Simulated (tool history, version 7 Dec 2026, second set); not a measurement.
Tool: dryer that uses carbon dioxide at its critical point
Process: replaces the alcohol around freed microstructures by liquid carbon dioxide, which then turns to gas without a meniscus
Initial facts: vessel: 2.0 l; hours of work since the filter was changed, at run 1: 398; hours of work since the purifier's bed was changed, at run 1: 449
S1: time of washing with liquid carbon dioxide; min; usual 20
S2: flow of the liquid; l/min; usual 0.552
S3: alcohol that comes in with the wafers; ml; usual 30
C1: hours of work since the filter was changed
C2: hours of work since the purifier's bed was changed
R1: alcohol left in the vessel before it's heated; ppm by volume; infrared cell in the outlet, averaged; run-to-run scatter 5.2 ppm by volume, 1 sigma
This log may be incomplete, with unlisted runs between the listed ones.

| run | hour | S1 | S2 | S3 | C1 | C2 | R1 |
|---|---|---|---|---|---|---|---|
| 1 | 0.0 | 20 | 0.552 | 30 | 398 | 449 | 292 |
| 2 | 41.2 | 20 | 0.552 | 30 | 428 | 479 | 314 |
| 3 | 95.0 | 20 | 0.552 | 30 | 467 | 518 | 330 |
|  | 139.8 | inlet filter changed |
| 4 | 152.9 | 20 | 0.552 | 30 | 10 | 560 | 207 |
| 5 | 206.4 | 20 | 0.552 | 30 | 48 | 599 | 240 |
| 6 | 275.8 | 20 | 0.552 | 30 | 99 | 649 | 236 |
| 7 | 330.3 | 20 | 0.460 | 30 | 139 | 689 | 444 |
|  | 383.7 | purifier's bed changed |
| 8 | 386.1 | 20 | 0.483 | 30 | 177 | 2 | 249 |
| 9 | 439.9 | 22 | 0.552 | 30 | 216 | 41 | 96 |
| 10 | 508.2 | 22 | 0.552 | 30 | 266 | 91 | 128 |
| 11 | 573.6 | 22 | 0.552 | 30 | 314 | 138 | 139 |
| 12 | 619.0 | 20 | 0.480 | 30 | 347 | 171 | 373 |
| 13 | 653.1 | 20 | 0.480 | 30 | 372 | 196 | 372 |
| 14 | 688.3 | 20 | 0.542 | 30 | 397 | 222 | 261 |
| 15 | 752.5 | 20 | 0.552 | 30 | 444 | 269 | 269 |
| 16 | 818.6 | 20 | 0.552 | 25 | 492 | 317 | 262 |
|  | 829.9 | inlet filter changed |
| 17 | 854.2 | 20 | 0.552 | 25 | 18 | 342 | 165 |
| 18 | 910.6 | 20 | 0.552 | 25 | 59 | 383 | 177 |
| 19 | 977.5 | 20 | 0.552 | 25 | 108 | 432 | 204 |
| 20 | 1029.5 | 20 | 0.552 | 25 | 145 | 470 | 219 |
| 21 | 1086.0 | 20 | 0.552 | 25 | 187 | 511 | 219 |
| 22 | 1124.3 | 20 | 0.552 | 25 | 215 | 539 | 237 |
| 23 | 1169.7 | 20 | 0.552 | 25 | 248 | 572 | 250 |
| 24 | 1229.2 | 20 | 0.552 | 25 | 291 | 615 | 274 |
| 25 | 1259.3 | 26 | 0.552 | 25 | 313 | 637 | 177 |
| 26 | 1319.1 | 26 | 0.552 | 25 | 356 | 681 | 186 |
| 27 | 1348.9 | 30 | 0.598 | 90 | 378 | 703 | 175 |
|  | 1384.6 | purifier's bed changed |
| 28 | 1413.9 | 30 | 0.598 | 90 | 423 | 21 | 52 |
| 29 | 1474.2 | 30 | 0.800 | 30 | 467 | 65 | 21 |
| 30 | 1506.8 | 30 | 0.800 | 30 | 491 | 89 | 22 |
|  | 1519.8 | inlet filter changed |
| 31 | 1564.9 | 20 | 0.491 | 93 | 33 | 131 | 618 |
| 32 | 1628.8 | 20 | 0.491 | 93 | 79 | 177 | 678 |
| 33 | 1659.6 | 20 | 0.491 | 93 | 102 | 200 | 698 |
| 34 | 1713.4 | 20 | 0.491 | 93 | 141 | 239 | 745 |
| 35 | 1759.1 | 20 | 0.552 | 30 | 174 | 272 | 200 |
| 36 | 1808.6 | 20 | 0.561 | 21 | 210 | 308 | 155 |
| 37 | 1877.6 | 20 | 0.501 | 26 | 261 | 359 | 284 |
| 38 | 1925.9 | 18 | 0.552 | 67 | 296 | 394 | 666 |
| 39 | 1981.1 | 13 | 0.713 | 46 | 336 | 434 | 599 |
| 40 | 2042.4 | 12 | 0.371 | 68 | 381 | 479 | 6306 |
| 41 | 2107.6 | 16 | 0.371 | 68 | 428 | 526 | 3650 |
| 42 | 2170.3 | 25 | 0.387 | 83 | 474 | 572 | 1237 |
|  | 2204.3 | inlet filter changed |
| 43 | 2229.4 | 20 | 0.485 | 83 | 18 | 614 | 696 |
| 44 | 2293.6 | 18 | 0.687 | 30 | 65 | 661 | 208 |
| 45 | 2338.5 | 26 | 0.727 | 22 | 98 | 694 | 152 |
|  | 2386.0 | purifier's bed changed |
| 46 | 2391.6 | 30 | 0.466 | 118 | 134 | 4 | 161 |
| 47 | 2452.8 | 20 | 0.552 | 43 | 179 | 49 | 198 |

Below are 3 alternative next runs, each starting from the tool's condition after run 47. Predict each:
| A | 2484.5 | 13 | 0.552 | 30 | 202 | 72 | ? |
| B | 2484.5 | 20 | 0.824 | 43 | 202 | 72 | ? |
| C | 2484.5 | 20 | 0.338 | 30 | 202 | 72 | ? |

| run | R1 |
|---|---|
| A | 733 |
| B | 36 |
| C | 990 |
With the hidden condition removed and each run's random variation left untouched, the same runs would have given:
| run | R1 |
|---|---|
| A | 582 |
| B | 14 |
| C | 807 |

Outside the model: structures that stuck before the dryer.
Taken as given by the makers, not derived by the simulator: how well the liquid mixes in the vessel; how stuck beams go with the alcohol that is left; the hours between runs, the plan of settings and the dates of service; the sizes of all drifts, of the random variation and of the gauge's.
